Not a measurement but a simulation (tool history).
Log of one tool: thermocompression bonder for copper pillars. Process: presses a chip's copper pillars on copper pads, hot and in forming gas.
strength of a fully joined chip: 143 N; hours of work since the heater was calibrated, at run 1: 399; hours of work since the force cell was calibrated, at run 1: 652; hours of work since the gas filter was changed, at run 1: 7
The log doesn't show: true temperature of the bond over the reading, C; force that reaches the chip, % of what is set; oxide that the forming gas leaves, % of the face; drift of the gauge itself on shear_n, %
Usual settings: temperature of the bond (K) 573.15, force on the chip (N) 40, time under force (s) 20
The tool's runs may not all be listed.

run	day	temperature of the bond (K)	force on the chip (N)	time under force (s)	hours of work since the heater was calibrated	hours of work since the force cell was calibrated	hours of work since the gas filter was changed	force that shears a chip off (N)
1	0	573.15	40	20	399	652	7	51.5
2	2.075	588.15	40	20	423	675	31	60.7
3	3.7	588.15	40	20	441	694	50	60.2
4	5.188	588.15	40	20	458	711	67	61.3
5	7.042	573.15	40	20	480	733	89	47.5
6	8.983	573.15	40	20	502	755	111	48.2
7	11.304	573.15	40	20	529	782	138	45.5
# day 13.183: forming gas filter changed
8	13.462	573.15	40	20	553	806	3	48.7
9	14.846	573.15	40	20	569	822	19	47.4
10	15.871	573.15	40	20	581	834	31	49.7
11	16.988	573.15	40	20	594	847	44	49.5
12	19.154	573.15	40	20	619	872	69	47.7
13	20.292	573.15	51	20	632	885	82	56.8
14	21.279	573.15	51	20	644	896	93	56.4
# day 21.546: force cell calibrated
15	23.35	599.15	40	35	667	21	116	80.3
# day 24.433: heater calibrated with a thermocouple chip
16	25.325	597.15	32	20	10	43	138	61.5
# day 27.171: forming gas filter changed
17	27.358	597.15	32	20	33	66	2	65.9
# day 27.579: force cell calibrated, once more
18	29.396	597.15	32	20	56	21	25	59.4
19	30.892	589.15	45	20	73	38	42	69
20	33.021	568.15	40	43	98	63	67	61.8
21	34.012	568.15	40	43	109	74	78	62.1
22	35.858	568.15	40	43	131	95	99	59.3
23	38.054	573.15	41	20	156	121	125	48.8
24	39.2	573.15	56	20	169	134	138	60.3
# day 41.004: forming gas filter changed
25	41.571	595.15	40	16	196	161	7	63.6
26	42.738	595.15	40	16	210	174	20	64

Hidden state at the last listed run before each entry between runs and at the first one after, where it differs:
Between runs 7 and 8: forming gas filter changed (day 13.183)
  true temperature of the bond over the reading, C: -4.8 -> -5; force that reaches the chip, % of what is set: 105.7 -> 105.9; oxide that the forming gas leaves, % of the face: 9.81 -> 0.79
  measured less the result without the state, force that shears a chip off (N): -6.3 -> -1.7
Between runs 14 and 15: force cell calibrated (day 21.546)
  true temperature of the bond over the reading, C: -6 -> -6.2; force that reaches the chip, % of what is set: 106.5 -> 109.9; oxide that the forming gas leaves, % of the face: 6.88 -> 8.4
  measured less the result without the state, force that shears a chip off (N): -6.1 -> -7.8
Between runs 15 and 16: heater calibrated with a thermocouple chip (day 24.433)
  true temperature of the bond over the reading, C: -6.2 -> 0.8; force that reaches the chip, % of what is set: 109.9 -> 110; oxide that the forming gas leaves, % of the face: 8.4 -> 9.87
  measured less the result without the state, force that shears a chip off (N): -7.8 -> -1.4
Between runs 16 and 17: forming gas filter changed (day 27.171)
  true temperature of the bond over the reading, C: 0.8 -> 0.5; force that reaches the chip, % of what is set: 110 -> 110.2; oxide that the forming gas leaves, % of the face: 9.87 -> 0.64
  measured less the result without the state, force that shears a chip off (N): -1.4 -> +4.6
Between runs 17 and 18: force cell calibrated, once more (day 27.579)
  true temperature of the bond over the reading, C: 0.5 -> 0.3; force that reaches the chip, % of what is set: 110.2 -> 100.4; oxide that the forming gas leaves, % of the face: 0.64 -> 2.2
  measured less the result without the state, force that shears a chip off (N): +4.6 -> -0.6
Between runs 24 and 25: forming gas filter changed (day 41.004)
  true temperature of the bond over the reading, C: -1 -> -1.2; force that reaches the chip, % of what is set: 101.2 -> 101.4; oxide that the forming gas leaves, % of the face: 9.88 -> 1.07
  measured less the result without the state, force that shears a chip off (N): -6.5 -> -0.7

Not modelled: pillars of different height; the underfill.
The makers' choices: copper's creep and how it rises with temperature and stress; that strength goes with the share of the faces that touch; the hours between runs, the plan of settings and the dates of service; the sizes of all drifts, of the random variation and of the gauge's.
